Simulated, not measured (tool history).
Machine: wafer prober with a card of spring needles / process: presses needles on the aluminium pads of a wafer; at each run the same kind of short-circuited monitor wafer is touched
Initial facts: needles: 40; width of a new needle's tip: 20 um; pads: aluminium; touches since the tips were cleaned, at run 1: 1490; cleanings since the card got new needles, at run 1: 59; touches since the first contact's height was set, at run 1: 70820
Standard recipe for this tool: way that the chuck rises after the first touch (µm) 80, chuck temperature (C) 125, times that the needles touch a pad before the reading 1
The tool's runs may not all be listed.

| run | hour | way that the chuck rises after the first touch (µm) | chuck temperature (C) | times that the needles touch a pad before the reading | touches since the tips were cleaned | cleanings since the card got new needles | touches since the first contact's height was set | resistance of one needle with its contact and lead (mohm) | way that a needle slides on the pad (µm) |
|---|---|---|---|---|---|---|---|---|---|
| 1 | 0 | 80 | 125 | 1 | 1490 | 59 | 70820 | 279 | 17.44 |
|  | 4.2 | tips cleaned on abrasive film |
|  | 11.1 | tips cleaned on abrasive film |
|  | 18 | tips cleaned on abrasive film |
|  | 19.6 | height of the first contact set anew |
|  | 25.2 | tips cleaned on abrasive film |
|  | 32.1 | tips cleaned on abrasive film |
|  | 39 | tips cleaned on abrasive film |
|  | 45.9 | tips cleaned on abrasive film |
|  | 52.8 | tips cleaned on abrasive film |
|  | 58.3 | tips cleaned on abrasive film |
|  | 65.2 | tips cleaned on abrasive film |
|  | 72.1 | tips cleaned on abrasive film |
|  | 79 | tips cleaned on abrasive film |
|  | 84.5 | tips cleaned on abrasive film |
| 2 | 86.3 | 80 | 125 | 1 | 1144 | 72 | 41877 | 281 | 17.09 |
|  | 90.5 | tips cleaned on abrasive film |
|  | 96.1 | tips cleaned on abrasive film |
|  | 103 | tips cleaned on abrasive film |
|  | 108.5 | tips cleaned on abrasive film |
|  | 115.4 | tips cleaned on abrasive film |
|  | 122.3 | tips cleaned on abrasive film |
|  | 129.2 | tips cleaned on abrasive film |
|  | 136.1 | tips cleaned on abrasive film |
|  | 141.6 | tips cleaned on abrasive film |
|  | 148.5 | tips cleaned on abrasive film |
|  | 152.9 | height of the first contact set anew |
|  | 154.4 | tips cleaned on abrasive film |
|  | 159.9 | tips cleaned on abrasive film |
|  | 165.5 | tips cleaned on abrasive film |
|  | 172.4 | tips cleaned on abrasive film |
|  | 177.9 | tips cleaned on abrasive film |
|  | 183.4 | tips cleaned on abrasive film |
| 3 | 186.8 | 80 | 125 | 1 | 2143 | 88 | 21209 | 278 | 17.7 |
|  | 189.6 | tips cleaned on abrasive film |
|  | 196.5 | tips cleaned on abrasive film |
|  | 202.1 | tips cleaned on abrasive film |
|  | 209 | tips cleaned on abrasive film |
|  | 215.8 | tips cleaned on abrasive film |
|  | 222.7 | tips cleaned on abrasive film |
|  | 229.6 | tips cleaned on abrasive film |
|  | 236.5 | tips cleaned on abrasive film |
|  | 243.4 | tips cleaned on abrasive film |
|  | 250.3 | tips cleaned on abrasive film |
| 4 | 251.7 | 80 | 63 | 1 | 859 | 98 | 61934 | 261 | 17.66 |
|  | 257.2 | tips cleaned on abrasive film |
|  | 264.1 | tips cleaned on abrasive film |
|  | 269.7 | tips cleaned on abrasive film |
|  | 276.6 | tips cleaned on abrasive film |
|  | 282.1 | tips cleaned on abrasive film |
|  | 286.5 | height of the first contact set anew |
|  | 287.9 | tips cleaned on abrasive film |
|  | 294.8 | tips cleaned on abrasive film |
|  | 300.4 | tips cleaned on abrasive film |
|  | 307.3 | tips cleaned on abrasive film |
|  | 312.8 | tips cleaned on abrasive film |
|  | 319.7 | tips cleaned on abrasive film |
|  | 326.6 | tips cleaned on abrasive film |
| 5 | 332 | 80 | 63 | 1 | 3438 | 110 | 28571 | 275 | 17.62 |
|  | 333.5 | tips cleaned on abrasive film |
|  | 340.4 | tips cleaned on abrasive film |
|  | 345.9 | tips cleaned on abrasive film |
|  | 352.8 | tips cleaned on abrasive film |
|  | 359.7 | tips cleaned on abrasive film |
|  | 365.3 | tips cleaned on abrasive film |
|  | 372.2 | tips cleaned on abrasive film |
|  | 377.7 | tips cleaned on abrasive film |
|  | 383.2 | tips cleaned on abrasive film |
|  | 390.1 | tips cleaned on abrasive film |
|  | 395.7 | tips cleaned on abrasive film |
|  | 402.6 | tips cleaned on abrasive film |
| 6 | 407.7 | 80 | 125 | 1 | 3272 | 122 | 76042 | 291 | 17.36 |
|  | 409.2 | tips cleaned on abrasive film |
|  | 414.7 | tips cleaned on abrasive film |
|  | 419.1 | height of the first contact set anew |
|  | 420.5 | tips cleaned on abrasive film |
|  | 427.6 | height of the first contact set anew, once more |
|  | 427.7 | tips cleaned on abrasive film |
|  | 434.6 | tips cleaned on abrasive film |
|  | 441.5 | tips cleaned on abrasive film |
|  | 448.4 | tips cleaned on abrasive film |
|  | 454 | tips cleaned on abrasive film |
|  | 460.9 | tips cleaned on abrasive film |
|  | 467.8 | tips cleaned on abrasive film |
|  | 473.3 | tips cleaned on abrasive film |
|  | 480.2 | tips cleaned on abrasive film |
|  | 485.7 | tips cleaned on abrasive film |
| 7 | 487.6 | 80 | 125 | 1 | 1155 | 135 | 37553 | 281 | 17.67 |
|  | 491.7 | tips cleaned on abrasive film |
|  | 497.3 | tips cleaned on abrasive film |
|  | 504.2 | tips cleaned on abrasive film |
|  | 511.1 | tips cleaned on abrasive film |
|  | 516.6 | tips cleaned on abrasive film |
|  | 523.5 | tips cleaned on abrasive film |
|  | 529.1 | tips cleaned on abrasive film |
|  | 534.6 | tips cleaned on abrasive film |
| 8 | 538.8 | 80 | 125 | 1 | 2657 | 143 | 69676 | 284 | 17.54 |
|  | 540.2 | tips cleaned on abrasive film |
|  | 545.8 | tips cleaned on abrasive film |
|  | 552.7 | tips cleaned on abrasive film |
|  | 559.6 | tips cleaned on abrasive film |
|  | 561.2 | height of the first contact set anew |
|  | 566.8 | tips cleaned on abrasive film |
|  | 573.7 | tips cleaned on abrasive film |
|  | 580.6 | tips cleaned on abrasive film |
|  | 587.5 | tips cleaned on abrasive film |
|  | 594.4 | tips cleaned on abrasive film |
|  | 599.9 | tips cleaned on abrasive film |
|  | 606.8 | tips cleaned on abrasive film |
| 9 | 609.6 | 80 | 125 | 1 | 1797 | 154 | 30397 | 284 | 17.6 |
|  | 612.4 | tips cleaned on abrasive film |
|  | 619.3 | tips cleaned on abrasive film |
|  | 626.2 | tips cleaned on abrasive film |
|  | 633.1 | tips cleaned on abrasive film |
|  | 638.7 | tips cleaned on abrasive film |
|  | 645.6 | tips cleaned on abrasive film |
|  | 652.5 | tips cleaned on abrasive film |
|  | 659.4 | tips cleaned on abrasive film |
|  | 666.3 | tips cleaned on abrasive film |
|  | 673.2 | tips cleaned on abrasive film |
|  | 680.1 | tips cleaned on abrasive film |
|  | 685.6 | tips cleaned on abrasive film |
|  | 692.5 | tips cleaned on abrasive film |
|  | 694.2 | height of the first contact set anew |
|  | 699.7 | tips cleaned on abrasive film |
| 10 | 703.3 | 80 | 125 | 1 | 2264 | 168 | 5731 | 284 | 17.82 |

Estimate the outcome of run 11 from the log above:
|  | 706.1 | tips cleaned on abrasive film |
|  | 713 | tips cleaned on abrasive film |
|  | 718.5 | tips cleaned on abrasive film |
|  | 725.4 | tips cleaned on abrasive film |
|  | 732.3 | tips cleaned on abrasive film |
|  | 739.2 | tips cleaned on abrasive film |
|  | 744.7 | tips cleaned on abrasive film |
|  | 751.6 | tips cleaned on abrasive film |
|  | 758.5 | tips cleaned on abrasive film |
|  | 765.4 | tips cleaned on abrasive film |
|  | 772.3 | tips cleaned on abrasive film |
|  | 779.2 | tips cleaned on abrasive film |
| 11 | 782.3 | 80 | 125 | 1 | 1948 | 180 | 55344 | ? | ? |

Run 11 gave resistance of one needle with its contact and lead (mohm) 286, way that a needle slides on the pad (µm) 17.52.
Without the tool's hidden state the same run would have given resistance of one needle with its contact and lead (mohm) 261, way that a needle slides on the pad (µm) 17.74.
